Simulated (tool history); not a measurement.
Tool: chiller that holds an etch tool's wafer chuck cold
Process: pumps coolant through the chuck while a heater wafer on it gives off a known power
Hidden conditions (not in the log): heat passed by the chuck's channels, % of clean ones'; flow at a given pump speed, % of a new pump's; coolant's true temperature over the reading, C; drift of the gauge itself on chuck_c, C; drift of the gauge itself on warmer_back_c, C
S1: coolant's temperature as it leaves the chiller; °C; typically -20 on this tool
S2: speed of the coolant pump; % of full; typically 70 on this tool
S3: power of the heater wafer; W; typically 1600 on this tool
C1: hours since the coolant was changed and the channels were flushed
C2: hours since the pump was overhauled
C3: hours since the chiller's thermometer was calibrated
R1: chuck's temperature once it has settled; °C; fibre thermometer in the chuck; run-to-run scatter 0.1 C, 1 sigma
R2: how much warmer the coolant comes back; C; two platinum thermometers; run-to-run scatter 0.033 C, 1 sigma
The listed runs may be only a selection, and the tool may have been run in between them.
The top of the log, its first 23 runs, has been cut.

{"run": 24, "hour": 583.8, "S1": -19, "S2": 95, "S3": 845, "C1": 1279, "C2": 1538, "C3": 2538, "R1": -14.5, "R2": 1.6}
{"run": 25, "hour": 615.6, "S1": -19, "S2": 95, "S3": 845, "C1": 1311, "C2": 1570, "C3": 2569, "R1": -14.5, "R2": 1.66}
{"run": 26, "hour": 652.2, "S1": -24, "S2": 70, "S3": 1306, "C1": 1348, "C2": 1607, "C3": 2606, "R1": -15.2, "R2": 3.43}
{"run": 27, "hour": 692.3, "S1": -24, "S2": 64, "S3": 1306, "C1": 1388, "C2": 1647, "C3": 2646, "R1": -14.7, "R2": 3.74}
{"run": 28, "hour": 720.7, "S1": -20, "S2": 88, "S3": 1351, "C1": 1416, "C2": 1675, "C3": 2675, "R1": -12.5, "R2": 2.85}
{"run": 29, "hour": 740.9, "S1": -20, "S2": 88, "S3": 1351, "C1": 1436, "C2": 1695, "C3": 2695, "R1": -12.5, "R2": 2.82}
{"run": 30, "hour": 758.9, "S1": -30, "S2": 93, "S3": 1351, "C1": 1454, "C2": 1713, "C3": 2713, "R1": -22.7, "R2": 2.67}
{"run": 31, "hour": 787.4, "S1": -23, "S2": 70, "S3": 1600, "C1": 1483, "C2": 1742, "C3": 2741, "R1": -12.5, "R2": 4.14}
{"run": 32, "hour": 820.7, "S1": -18, "S2": 77, "S3": 2243, "C1": 1516, "C2": 1775, "C3": 2775, "R1": -4.4, "R2": 5.4}
{"run": 33, "hour": 842.1, "S1": -18, "S2": 77, "S3": 2243, "C1": 1538, "C2": 1796, "C3": 2796, "R1": -4.2, "R2": 5.34}

What if the next run were any one of these 3? Each begins from the tool's condition after run 33:
{"run": "A", "hour": 877.3, "S1": -17, "S2": 78, "S3": 1194, "C1": 1573, "C2": 1832, "C3": 2831, "R1": "?", "R2": "?"}
{"run": "B", "hour": 877.3, "S1": -20, "S2": 78, "S3": 1600, "C1": 1573, "C2": 1832, "C3": 2831, "R1": "?", "R2": "?"}
{"run": "C", "hour": 877.3, "S1": -18, "S2": 100, "S3": 1763, "C1": 1573, "C2": 1832, "C3": 2831, "R1": "?", "R2": "?"}

run=A R1=-9.6 R2=2.75
run=B R1=-10.2 R2=3.77
run=C R1=-9 R2=3.24
With no hidden state in the tool, these same runs would have given:
run=A R1=-9.6 R2=2.75
run=B R1=-10.2 R2=3.76
run=C R1=-9 R2=3.24
